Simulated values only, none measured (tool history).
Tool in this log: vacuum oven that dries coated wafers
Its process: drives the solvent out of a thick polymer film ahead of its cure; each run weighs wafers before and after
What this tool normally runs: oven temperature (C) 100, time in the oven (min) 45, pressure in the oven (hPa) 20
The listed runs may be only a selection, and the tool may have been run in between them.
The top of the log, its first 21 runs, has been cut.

| run | hour | oven temperature (C) | time in the oven (min) | pressure in the oven (hPa) | solvent left in the film (%) |
|---|---|---|---|---|---|
| 22 | 1421.3 | 100 | 45 | 20 | 3.19 |
| 23 | 1474.2 | 100 | 45 | 20 | 3.14 |
| 24 | 1536.4 | 100 | 45 | 20 | 3.16 |
| 25 | 1610.4 | 100 | 45 | 20 | 3.11 |
|  | 1643.7 | oven's thermocouples calibrated |
| 26 | 1683.6 | 114 | 24 | 11.2 | 1.6 |
| 27 | 1751 | 87 | 52 | 11.3 | 7.47 |
| 28 | 1800.5 | 100 | 39 | 23.3 | 4.06 |
| 29 | 1864.9 | 100 | 38 | 20 | 4.07 |
| 30 | 1930.2 | 105 | 36 | 20 | 2.59 |
| 31 | 2023.1 | 105 | 36 | 20 | 2.56 |
| 32 | 2061.8 | 105 | 81 | 24.1 | 1.02 |
| 33 | 2151.2 | 104 | 58 | 20 | 1.39 |
| 34 | 2221.7 | 104 | 58 | 20 | 1.43 |
| 35 | 2269.2 | 104 | 58 | 20 | 1.43 |
| 36 | 2322.5 | 99 | 79 | 20 | 1.63 |
| 37 | 2367.8 | 99 | 79 | 20 | 1.66 |
| 38 | 2437.7 | 90 | 77 | 20 | 4.17 |
| 39 | 2529.6 | 100 | 77 | 40.5 | 2.44 |
|  | 2580.8 | vacuum gauge cleaned of residue and calibrated |
| 40 | 2593 | 100 | 45 | 53.6 | 4.5 |
| 41 | 2682.3 | 100 | 45 | 53.6 | 4.54 |
| 42 | 2771.9 | 100 | 45 | 53.6 | 4.59 |
| 43 | 2861.8 | 100 | 45 | 53.6 | 4.56 |
| 44 | 2946.9 | 101 | 45 | 20 | 2.73 |
| 45 | 3029.8 | 101 | 46 | 40.5 | 3.51 |
| 46 | 3098.9 | 101 | 46 | 40.5 | 3.54 |

Branching from run 46: 4 alternative next runs. What would each branch give?
| A | 3147.8 | 101 | 55 | 40.5 | ? |
| B | 3147.8 | 87 | 55 | 50.8 | ? |
| C | 3147.8 | 104 | 57 | 20 | ? |
| D | 3147.8 | 115 | 75 | 41.7 | ? |

| run | solvent left in the film (%) |
|---|---|
| A | 2.96 |
| B | 9.03 |
| C | 1.38 |
| D | 1.03 |
With the hidden condition removed and each run's random variation left untouched, the same runs would have given:
| run | solvent left in the film (%) |
|---|---|
| A | 2.98 |
| B | 9.07 |
| C | 1.39 |
| D | 1.03 |
